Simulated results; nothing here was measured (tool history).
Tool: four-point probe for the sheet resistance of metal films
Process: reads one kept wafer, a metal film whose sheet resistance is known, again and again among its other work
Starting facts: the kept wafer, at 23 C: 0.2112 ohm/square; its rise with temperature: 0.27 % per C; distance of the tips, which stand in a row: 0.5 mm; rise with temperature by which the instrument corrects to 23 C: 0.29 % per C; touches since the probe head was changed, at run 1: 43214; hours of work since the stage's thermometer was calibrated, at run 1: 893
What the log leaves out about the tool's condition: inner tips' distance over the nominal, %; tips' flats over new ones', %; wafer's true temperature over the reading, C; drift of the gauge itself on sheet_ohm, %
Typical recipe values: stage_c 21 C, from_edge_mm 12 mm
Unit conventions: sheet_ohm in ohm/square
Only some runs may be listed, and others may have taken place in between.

| run | hour | stage_c | from_edge_mm | touches since the probe head was changed | hours of work since the stage's thermometer was calibrated | sheet_ohm |
|---|---|---|---|---|---|---|
| 1 | 0.0 | 21 | 12 | 43214 | 893 | 0.210614 |
| 2 | 81.8 | 21 | 36 | 44434 | 951 | 0.210514 |
| 3 | 130.1 | 21 | 36 | 45155 | 985 | 0.210517 |
| 4 | 169.7 | 21 | 36 | 45746 | 1013 | 0.210528 |
| 5 | 245.4 | 21 | 36 | 46874 | 1067 | 0.210460 |
| 6 | 332.4 | 21 | 36 | 48172 | 1128 | 0.210472 |
| 7 | 369.9 | 21 | 36 | 48732 | 1155 | 0.210462 |
| 8 | 452.2 | 21 | 12 | 49959 | 1213 | 0.210639 |
| 9 | 533.0 | 21 | 40 | 51164 | 1270 | 0.210467 |
| 10 | 605.9 | 21 | 4 | 52252 | 1322 | 0.212075 |
| 11 | 661.4 | 21 | 4 | 53079 | 1361 | 0.212104 |
| 12 | 740.6 | 23 | 16 | 54261 | 1417 | 0.210385 |

4 ways to go on from here, each from the tool as it stands after run 12. What would each give?
| A | 795.5 | 26 | 25 | 55079 | 1456 | ? |
| B | 795.5 | 28 | 13 | 55079 | 1456 | ? |
| C | 795.5 | 27 | 65 | 55079 | 1456 | ? |
| D | 795.5 | 25 | 73 | 55079 | 1456 | ? |

| run | sheet_ohm |
|---|---|
| A | 0.210128 |
| B | 0.210169 |
| C | 0.209998 |
| D | 0.210124 |
Take away the tool's hidden state, keep each run's random variation, and the runs would have read:
| run | sheet_ohm |
|---|---|
| A | 0.211097 |
| B | 0.211136 |
| C | 0.210966 |
| D | 0.211093 |

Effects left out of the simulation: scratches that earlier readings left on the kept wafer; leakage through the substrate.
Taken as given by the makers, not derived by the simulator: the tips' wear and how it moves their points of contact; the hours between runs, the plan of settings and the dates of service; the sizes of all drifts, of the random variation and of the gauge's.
